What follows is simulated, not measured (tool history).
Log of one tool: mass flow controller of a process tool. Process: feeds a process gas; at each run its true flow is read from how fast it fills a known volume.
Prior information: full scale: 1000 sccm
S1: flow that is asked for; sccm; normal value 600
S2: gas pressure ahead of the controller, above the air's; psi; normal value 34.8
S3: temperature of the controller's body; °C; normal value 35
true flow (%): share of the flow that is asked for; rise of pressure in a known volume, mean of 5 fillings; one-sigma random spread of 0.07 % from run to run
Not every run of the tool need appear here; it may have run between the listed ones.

{"run": 1, "hour": 0.0, "S1": 600, "S2": 34.8, "S3": 35, "true flow (%)": 98.33}
{"run": 2, "hour": 271.4, "S1": 478, "S2": 34.8, "S3": 35, "true flow (%)": 98.69}
{"run": 3, "hour": 727.6, "S1": 478, "S2": 34.8, "S3": 35, "true flow (%)": 98.57}
{"run": 4, "hour": 1105.0, "S1": 478, "S2": 27.0, "S3": 35, "true flow (%)": 99.0}
{"hour": 1187.2, "done": "controller's zero set anew"}
{"run": 5, "hour": 1425.2, "S1": 478, "S2": 27.0, "S3": 35, "true flow (%)": 96.37}
{"run": 6, "hour": 1892.7, "S1": 478, "S2": 27.0, "S3": 35, "true flow (%)": 96.29}
{"run": 7, "hour": 2329.9, "S1": 478, "S2": 27.0, "S3": 35, "true flow (%)": 96.34}
{"run": 8, "hour": 2702.1, "S1": 600, "S2": 34.8, "S3": 35, "true flow (%)": 96.39}
{"run": 9, "hour": 3028.8, "S1": 600, "S2": 34.8, "S3": 35, "true flow (%)": 96.34}
{"run": 10, "hour": 3269.3, "S1": 600, "S2": 34.8, "S3": 35, "true flow (%)": 96.33}
{"run": 11, "hour": 3550.8, "S1": 600, "S2": 34.8, "S3": 35, "true flow (%)": 96.36}
{"run": 12, "hour": 3784.9, "S1": 600, "S2": 34.8, "S3": 35, "true flow (%)": 96.24}
{"run": 13, "hour": 4225.1, "S1": 600, "S2": 34.8, "S3": 35, "true flow (%)": 96.57}
{"run": 14, "hour": 4499.3, "S1": 506, "S2": 34.8, "S3": 35, "true flow (%)": 96.37}
{"run": 15, "hour": 4995.8, "S1": 506, "S2": 34.8, "S3": 35, "true flow (%)": 96.38}
{"hour": 5092.3, "done": "controller exchanged for a calibrated one"}
{"run": 16, "hour": 5337.6, "S1": 600, "S2": 34.8, "S3": 35, "true flow (%)": 98.13}
{"run": 17, "hour": 5646.1, "S1": 600, "S2": 34.8, "S3": 35, "true flow (%)": 98.13}
{"run": 18, "hour": 5885.1, "S1": 600, "S2": 34.8, "S3": 35, "true flow (%)": 98.13}
{"run": 19, "hour": 6299.7, "S1": 600, "S2": 34.8, "S3": 35, "true flow (%)": 98.25}
{"run": 20, "hour": 6538.0, "S1": 600, "S2": 34.8, "S3": 35, "true flow (%)": 98.31}
{"run": 21, "hour": 6803.1, "S1": 600, "S2": 34.8, "S3": 35, "true flow (%)": 98.23}
{"run": 22, "hour": 7052.0, "S1": 600, "S2": 34.8, "S3": 35, "true flow (%)": 98.31}
{"run": 23, "hour": 7475.2, "S1": 600, "S2": 25.7, "S3": 35, "true flow (%)": 98.54}
{"run": 24, "hour": 7817.2, "S1": 600, "S2": 34.8, "S3": 35, "true flow (%)": 98.24}
{"run": 25, "hour": 8248.2, "S1": 600, "S2": 34.8, "S3": 35, "true flow (%)": 98.25}
{"run": 26, "hour": 8485.7, "S1": 600, "S2": 39.2, "S3": 22, "true flow (%)": 99.21}
{"run": 27, "hour": 8786.5, "S1": 401, "S2": 38.1, "S3": 34, "true flow (%)": 98.06}
{"run": 28, "hour": 8996.6, "S1": 587, "S2": 24.4, "S3": 37, "true flow (%)": 98.34}
{"run": 29, "hour": 9204.6, "S1": 587, "S2": 29.6, "S3": 37, "true flow (%)": 98.23}
{"run": 30, "hour": 9550.8, "S1": 124, "S2": 33.4, "S3": 32, "true flow (%)": 99.98}
{"run": 31, "hour": 9892.8, "S1": 185, "S2": 33.4, "S3": 32, "true flow (%)": 99.29}
{"run": 32, "hour": 10181.5, "S1": 277, "S2": 27.3, "S3": 39, "true flow (%)": 98.38}
{"run": 33, "hour": 10550.0, "S1": 277, "S2": 27.3, "S3": 37, "true flow (%)": 98.61}
{"run": 34, "hour": 10834.5, "S1": 275, "S2": 30.2, "S3": 35, "true flow (%)": 98.86}
{"run": 35, "hour": 11200.2, "S1": 800, "S2": 38.3, "S3": 20, "true flow (%)": 99.58}
{"run": 36, "hour": 11660.2, "S1": 342, "S2": 39.7, "S3": 21, "true flow (%)": 99.43}
{"run": 37, "hour": 12135.2, "S1": 159, "S2": 23.2, "S3": 32, "true flow (%)": 100.91}
{"run": 38, "hour": 12575.6, "S1": 159, "S2": 23.2, "S3": 32, "true flow (%)": 101.09}
{"run": 39, "hour": 12922.0, "S1": 159, "S2": 23.2, "S3": 32, "true flow (%)": 101.24}
{"run": 40, "hour": 13153.5, "S1": 586, "S2": 32.6, "S3": 31, "true flow (%)": 98.82}
{"run": 41, "hour": 13537.3, "S1": 481, "S2": 37.7, "S3": 28, "true flow (%)": 99.08}
{"run": 42, "hour": 13892.1, "S1": 777, "S2": 37.7, "S3": 21, "true flow (%)": 99.5}
{"run": 43, "hour": 14148.5, "S1": 172, "S2": 37.7, "S3": 21, "true flow (%)": 101.79}
{"run": 44, "hour": 14419.4, "S1": 172, "S2": 37.7, "S3": 21, "true flow (%)": 101.92}
{"run": 45, "hour": 14760.1, "S1": 172, "S2": 37.7, "S3": 21, "true flow (%)": 101.89}
{"run": 46, "hour": 14998.1, "S1": 172, "S2": 37.7, "S3": 21, "true flow (%)": 102.03}
{"run": 47, "hour": 15429.4, "S1": 199, "S2": 37.9, "S3": 30, "true flow (%)": 100.96}
{"run": 48, "hour": 15896.8, "S1": 199, "S2": 37.9, "S3": 30, "true flow (%)": 101.06}

4 ways to go on from here, each from the tool as it stands after run 48. What would each give?
{"run": "A", "hour": 16321.9, "S1": 442, "S2": 37.9, "S3": 27, "true flow (%)": "?"}
{"run": "B", "hour": 16321.9, "S1": 470, "S2": 34.8, "S3": 25, "true flow (%)": "?"}
{"run": "C", "hour": 16321.9, "S1": 234, "S2": 34.5, "S3": 35, "true flow (%)": "?"}
{"run": "D", "hour": 16321.9, "S1": 199, "S2": 22.9, "S3": 30, "true flow (%)": "?"}

run=A true_flow_(%)=99.08
run=B true_flow_(%)=99.44
run=C true_flow_(%)=100.23
run=D true_flow_(%)=101.57
Without the tool's unlogged condition, the same runs would have read:
run=A true_flow_(%)=98.43
run=B true_flow_(%)=98.91
run=C true_flow_(%)=97.66
run=D true_flow_(%)=98.28
